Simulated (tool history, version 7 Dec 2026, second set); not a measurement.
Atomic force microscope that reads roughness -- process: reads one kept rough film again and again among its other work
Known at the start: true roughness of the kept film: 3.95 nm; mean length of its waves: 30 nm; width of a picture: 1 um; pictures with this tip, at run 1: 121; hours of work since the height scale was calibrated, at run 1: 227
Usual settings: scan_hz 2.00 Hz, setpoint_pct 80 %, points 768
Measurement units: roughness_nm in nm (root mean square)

run,day,scan_hz,setpoint_pct,points,pictures with this tip,hours of work since the height scale was calibrated,roughness_nm
1,0.000,2.00,80,768,121,227,2.777
2,0.462,0.55,80,768,143,234,2.931
3,1.062,0.55,80,768,171,243,2.865
4,1.483,2.00,80,768,191,249,2.630
5,1.992,2.26,80,768,215,256,2.546
6,2.354,2.00,63,768,232,262,2.703
7,2.725,2.00,63,768,249,267,2.676
8,3.158,2.00,63,768,270,274,2.637
9,3.667,2.00,63,768,294,281,2.612
10,4.062,2.00,63,768,312,287,2.571
# day 4.325: new tip fitted
11,4.496,2.00,63,768,8,293,3.191
12,5.129,2.00,63,768,38,302,3.134
13,5.412,2.00,63,768,51,307,3.102
14,5.692,2.00,80,567,64,311,2.875
# day 5.783: height scale calibrated on a step standard
15,6.217,1.83,80,768,87,6,2.876
16,6.812,1.83,80,768,115,15,2.815
17,7.100,2.00,82,870,129,20,2.729
18,7.629,2.00,82,870,154,27,2.691
19,8.246,1.25,80,710,183,36,2.730
20,8.842,1.25,80,710,211,45,2.690
21,9.488,1.25,80,710,241,55,2.649
# day 9.625: height scale calibrated on a step standard, once more
22,9.900,2.00,80,312,259,4,2.451
23,10.496,2.00,80,564,287,13,2.441
24,11.038,2.06,59,842,312,21,2.560
# day 11.308: new tip fitted
25,11.617,2.06,82,597,15,29,2.935
26,12.246,2.06,82,597,44,38,2.872
27,12.558,2.06,82,597,59,43,2.835
28,13.142,2.06,82,597,87,52,2.763
29,13.621,0.80,82,940,109,59,2.909
30,14.117,2.00,84,328,133,66,2.631
31,14.708,0.86,81,768,161,75,2.791

Hidden state at the last listed run before each entry between runs and at the first one after, where it differs:
After run 10, before run 11: new tip fitted (day 4.325)
  radius of the tip, nm: 27.6 -> 10.8; height scale over the true one, %: 0.3 -> 0.31
  what was measured, less what the result would be without the hidden state, roughness_nm: -0.658 -> -0.027 nm (root mean square)
After run 14, before run 15: height scale calibrated on a step standard (day 5.783)
  radius of the tip, nm: 14 -> 15.3; height scale over the true one, %: 0.33 -> 0.56
  what was measured, less what the result would be without the hidden state, roughness_nm: -0.160 -> -0.206 nm (root mean square)
After run 21, before run 22: height scale calibrated on a step standard, once more (day 9.625)
  radius of the tip, nm: 24.1 -> 25.2; height scale over the true one, %: 0.61 -> -0.11
  what was measured, less what the result would be without the hidden state, roughness_nm: -0.533 -> -0.558 nm (root mean square)
After run 24, before run 25: new tip fitted (day 11.308)
  radius of the tip, nm: 28.1 -> 11.5; height scale over the true one, %: -0.09 -> -0.08
  what was measured, less what the result would be without the hidden state, roughness_nm: -0.689 -> -0.069 nm (root mean square)
